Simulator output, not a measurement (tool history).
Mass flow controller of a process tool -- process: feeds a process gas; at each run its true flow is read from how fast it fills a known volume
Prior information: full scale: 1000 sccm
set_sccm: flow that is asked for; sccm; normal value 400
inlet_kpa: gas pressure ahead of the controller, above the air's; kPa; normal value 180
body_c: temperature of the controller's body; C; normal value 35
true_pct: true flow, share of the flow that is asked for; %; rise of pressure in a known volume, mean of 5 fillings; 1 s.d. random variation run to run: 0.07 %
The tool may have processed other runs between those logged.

run    hour  set_sccm  inlet_kpa  body_c  true_pct
  1       0       400        180      35     99.82
  2   338.4       400        180      35     99.86
  3   869.7       142        180      35    100.27
  4  1221.2       142        180      35    100.45
  5  1544.8       227        180      35     100.1
  6  1921.5       400        180      21    100.58
  7  2190.2       400        180      21    100.66
  8  2754.4       400        279      21    100.89
  9  3302.6       286        180      35    100.45
 10  3593.8       400        180      35    100.55
 11  4131.5       400        180      35    100.67
 12  4452.6       400        180      35    100.71
 13  4680.9       400        181      35    100.82
 14  5098.1       400        181      35    100.77
 15  5504.3       400        181      35    100.88
 16  5833.8       400        181      35    100.88
 17  6279.7       400        180      35    101.03
 18  6842.5       400        180      35    101.21
 19  7323.8       400        180      28    101.45
 20  7634.6       400        180      28    101.49
 21  8160.1       400        180      28    101.67
 22  8465.8       400        180      28    101.76
 23  8770.2       400        180      28    101.72
 24  9081.8       400        180      35    101.68
 25  9439.4       400        180      35    101.77
 26    9741       135        180      25    103.58

Estimate the outcome of run 27 from the log above:
      9865.3  -- controller's zero set anew
 27  10132.9       400        183      21         ?

{"run 27": {"true_pct": 101.24}}
Without the tool's hidden state the same run would have given true_pct 98.55 %.
